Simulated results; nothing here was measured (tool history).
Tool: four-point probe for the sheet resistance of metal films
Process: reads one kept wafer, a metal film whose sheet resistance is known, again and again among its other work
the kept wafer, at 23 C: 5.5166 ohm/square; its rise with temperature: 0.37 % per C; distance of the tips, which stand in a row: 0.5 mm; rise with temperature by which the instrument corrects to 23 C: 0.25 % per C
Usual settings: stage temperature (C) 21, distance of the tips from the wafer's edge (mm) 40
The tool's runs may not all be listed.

run,hour,stage temperature (C),distance of the tips from the wafer's edge (mm),sheet resistance as the instrument gives it (ohm/square)
1,0,21,40,5.528421
2,19.3,18,40,5.508595
3,42.4,21,40,5.52952
4,73.7,20,40,5.521167
5,106.2,20,40,5.521909
6,122,20,40,5.524041
7,152.2,35,40,5.616568
8,176.2,35,40,5.617872
9,194.8,19,40,5.517552
10,211.7,33,40,5.607474
11,237.1,33,40,5.606733
12,253.7,21,40,5.531798
13,275.2,21,40,5.531625
14,290,21,15,5.533359
15,304.5,21,15,5.536594
16,334.5,21,15,5.534517
17,351.5,21,15,5.536189
18,376.3,21,13,5.53633
19,390.2,23,40,5.547383
20,418.7,21,42,5.534834
21,436.8,21,42,5.534796
22,460.5,21,5,5.563223
23,491.1,21,40,5.535779
24,517.7,23,61,5.548036
25,537.4,23,61,5.547727
26,562.2,23,61,5.548359
27,593.7,23,61,5.54649
28,619.8,27,40,5.575409
29,650.7,19,61,5.524298
30,683.1,19,61,5.522958
31,697.2,30,10,5.602303
32,713.5,30,10,5.600925
33,745.7,30,40,5.596723
34,765.4,33,41,5.61414
35,787.7,33,41,5.612894
36,808.9,25,56,5.563
37,835.5,18,6,5.537114
38,863.1,18,6,5.538323
39,882.1,18,6,5.538214
40,911.6,21,20,5.541076
41,942.5,31,20,5.605128
42,962.8,32,43,5.609615
43,979,21,15,5.542199
44,997.4,29,15,5.592592
45,1026.9,29,15,5.594948

The same runs without the tool's hidden state, with the same run-to-run variation:
The hidden state here: inner tips' distance over the nominal, %; tips' flats over new ones', %; wafer's true temperature over the reading, C; drift of the gauge itself on sheet_ohm, %.
run,sheet resistance as the instrument gives it (ohm/square)
1,5.504298
2,5.484267
3,5.504868
4,5.496162
5,5.496474
6,5.498412
7,5.590323
8,5.591322
9,5.491039
10,5.580513
11,5.57946
12,5.504512
13,5.504083
14,5.505627
15,5.508679
16,5.506238
17,5.507692
18,5.507539
19,5.518395
20,5.505538
21,5.505278
22,5.533259
23,5.505576
24,5.517494
25,5.516937
26,5.517281
27,5.51503
28,5.543545
29,5.492188
30,5.490467
31,5.569423
32,5.567862
33,5.563279
34,5.580412
35,5.578887
36,5.528866
37,5.502657
38,5.503518
39,5.503174
40,5.505725
41,5.569231
42,5.573468
43,5.506006
44,5.556058
45,5.558053
